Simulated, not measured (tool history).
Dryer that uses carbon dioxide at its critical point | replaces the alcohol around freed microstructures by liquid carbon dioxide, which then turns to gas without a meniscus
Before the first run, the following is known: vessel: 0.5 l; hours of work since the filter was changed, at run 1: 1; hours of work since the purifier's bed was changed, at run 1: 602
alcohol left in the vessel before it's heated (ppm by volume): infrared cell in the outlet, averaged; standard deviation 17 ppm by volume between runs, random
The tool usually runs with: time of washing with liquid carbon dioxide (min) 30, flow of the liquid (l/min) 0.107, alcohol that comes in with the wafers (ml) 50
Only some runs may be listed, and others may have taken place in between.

run	hour	time of washing with liquid carbon dioxide (min)	flow of the liquid (l/min)	alcohol that comes in with the wafers (ml)	hours of work since the filter was changed	hours of work since the purifier's bed was changed	alcohol left in the vessel before it's heated (ppm by volume)
1	0	30	0.107	50	1	602	1131
2	48.6	30	0.107	98	37	638	2262
3	92.4	30	0.107	98	70	671	2369
4	136.6	30	0.107	98	104	705	2472
5	179.2	31	0.107	98	136	737	2229
6	226	31	0.107	98	171	772	2324
7	273.4	31	0.107	98	207	808	2506
8	315.4	31	0.107	98	239	840	2614
9	340.3	31	0.107	98	257	858	2638
10	375	30	0.107	45	283	884	1445
11	395.8	34	0.107	50	299	900	969
12	435	34	0.107	50	329	930	1058
13	460.3	34	0.107	50	348	949	1071
14	506.3	30	0.107	21	382	983	812
# hour 523: inlet filter changed
15	532	30	0.107	21	7	1002	501
16	578.2	30	0.105	50	42	1037	1257
17	599.2	30	0.105	50	57	1053	1314
# hour 605.1: purifier's bed changed
18	625.6	30	0.105	27	75	15	693
19	648.1	30	0.105	27	92	32	731
20	688.6	30	0.105	27	122	63	757
21	730.8	30	0.105	27	154	95	771
22	751.9	30	0.105	27	170	111	783
23	801.3	30	0.07	38	207	148	4552
24	825.1	30	0.07	38	225	166	4512
25	858.9	30	0.07	38	251	191	4611
26	885.3	30	0.07	38	271	211	4755
27	932.5	24	0.107	59	306	247	4490
28	974.7	24	0.107	59	338	279	4497
29	1019.8	21	0.107	102	372	313	12192
# hour 1049.7: inlet filter changed
30	1057.8	21	0.107	102	6	340	8781
31	1091.1	20	0.095	34	31	366	4600
32	1124.4	20	0.099	30	56	391	3869
33	1160.8	26	0.098	20	84	418	1240
34	1205.4	26	0.098	20	117	452	1254
35	1244.7	26	0.098	20	147	481	1292
36	1268.3	26	0.098	20	165	499	1328
37	1288.3	26	0.098	20	180	514	1342
38	1317	26	0.098	20	201	536	1384
39	1338.4	19	0.119	35	218	552	3719
40	1381.7	37	0.095	62	250	584	1306

Branching from run 40: 4 alternative next runs. What would each branch give?
A	1426.7	21	0.14	92	284	618	?
B	1426.7	21	0.107	72	284	618	?
C	1426.7	26	0.086	62	284	618	?
D	1426.7	37	0.095	62	284	618	?

run	alcohol left in the vessel before it's heated (ppm by volume)
A	4541
B	8241
C	6899
D	1412
With the hidden condition removed and each run's random variation left untouched, the same runs would have given:
run	alcohol left in the vessel before it's heated (ppm by volume)
A	3044
B	6057
C	5057
D	860

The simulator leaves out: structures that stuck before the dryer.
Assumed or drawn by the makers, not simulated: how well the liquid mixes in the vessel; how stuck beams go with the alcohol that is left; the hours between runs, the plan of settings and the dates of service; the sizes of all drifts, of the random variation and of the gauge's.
